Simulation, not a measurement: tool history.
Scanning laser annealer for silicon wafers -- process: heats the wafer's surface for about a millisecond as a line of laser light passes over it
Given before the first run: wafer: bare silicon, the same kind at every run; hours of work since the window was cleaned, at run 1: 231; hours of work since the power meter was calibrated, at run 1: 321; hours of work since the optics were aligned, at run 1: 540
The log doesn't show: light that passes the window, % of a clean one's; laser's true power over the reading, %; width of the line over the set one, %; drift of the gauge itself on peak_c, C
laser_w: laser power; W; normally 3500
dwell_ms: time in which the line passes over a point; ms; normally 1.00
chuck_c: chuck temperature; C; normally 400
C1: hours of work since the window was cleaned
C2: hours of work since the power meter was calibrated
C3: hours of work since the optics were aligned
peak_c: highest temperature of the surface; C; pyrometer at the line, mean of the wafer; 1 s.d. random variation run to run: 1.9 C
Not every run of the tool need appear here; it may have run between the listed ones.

run 1 hour=0.0 | laser_w=3500 dwell_ms=1.00 chuck_c=400 | C1=231 C2=321 C3=540 | peak_c=1127
run 2 hour=34.5 | laser_w=3500 dwell_ms=1.00 chuck_c=400 | C1=256 C2=346 C3=565 | peak_c=1126
run 3 hour=109.2 | laser_w=3500 dwell_ms=1.00 chuck_c=400 | C1=310 C2=400 C3=619 | peak_c=1114
run 4 hour=166.3 | laser_w=3500 dwell_ms=1.00 chuck_c=400 | C1=352 C2=442 C3=660 | peak_c=1110
-- hour=178.5 window over the wafer cleaned
run 5 hour=208.7 | laser_w=3500 dwell_ms=1.00 chuck_c=400 | C1=22 C2=471 C3=689 | peak_c=1145
run 6 hour=253.6 | laser_w=3500 dwell_ms=1.00 chuck_c=400 | C1=54 C2=503 C3=722 | peak_c=1140
run 7 hour=312.4 | laser_w=3500 dwell_ms=1.00 chuck_c=400 | C1=97 C2=546 C3=765 | peak_c=1135
run 8 hour=386.7 | laser_w=3078 dwell_ms=1.17 chuck_c=411 | C1=151 C2=600 C3=818 | peak_c=1087
run 9 hour=421.1 | laser_w=3500 dwell_ms=1.00 chuck_c=417 | C1=176 C2=625 C3=843 | peak_c=1141
run 10 hour=459.2 | laser_w=3500 dwell_ms=1.00 chuck_c=417 | C1=203 C2=652 C3=871 | peak_c=1135
run 11 hour=521.2 | laser_w=3500 dwell_ms=0.84 chuck_c=402 | C1=248 C2=697 C3=916 | peak_c=1055
run 12 hour=594.3 | laser_w=3500 dwell_ms=0.84 chuck_c=402 | C1=301 C2=750 C3=969 | peak_c=1047
-- hour=653.7 optics aligned, line set to its width
run 13 hour=667.5 | laser_w=3721 dwell_ms=1.00 chuck_c=368 | C1=351 C2=800 C3=10 | peak_c=1143

Here are 5 independent what-if runs from the current tool condition. What would each one return?
-- hour=678.6 window over the wafer cleaned
run A hour=700.0 | laser_w=3725 dwell_ms=1.00 chuck_c=400 | C1=16 C2=822 C3=32 | peak_c=?
-- hour=678.6 window over the wafer cleaned
run B hour=700.0 | laser_w=2983 dwell_ms=1.00 chuck_c=361 | C1=16 C2=822 C3=32 | peak_c=?
-- hour=678.6 window over the wafer cleaned
run C hour=700.0 | laser_w=3306 dwell_ms=1.00 chuck_c=368 | C1=16 C2=822 C3=32 | peak_c=?
-- hour=678.6 window over the wafer cleaned
run D hour=700.0 | laser_w=3721 dwell_ms=1.00 chuck_c=409 | C1=16 C2=822 C3=32 | peak_c=?
-- hour=678.6 window over the wafer cleaned
run E hour=700.0 | laser_w=3449 dwell_ms=0.74 chuck_c=368 | C1=16 C2=822 C3=32 | peak_c=?

run=A peak_c=1227
run=B peak_c=999
run=C peak_c=1084
run=D peak_c=1233
run=E peak_c=1015
Without the tool's hidden state the same runs would have given:
run=A peak_c=1224
run=B peak_c=996
run=C peak_c=1081
run=D peak_c=1230
run=E peak_c=1013

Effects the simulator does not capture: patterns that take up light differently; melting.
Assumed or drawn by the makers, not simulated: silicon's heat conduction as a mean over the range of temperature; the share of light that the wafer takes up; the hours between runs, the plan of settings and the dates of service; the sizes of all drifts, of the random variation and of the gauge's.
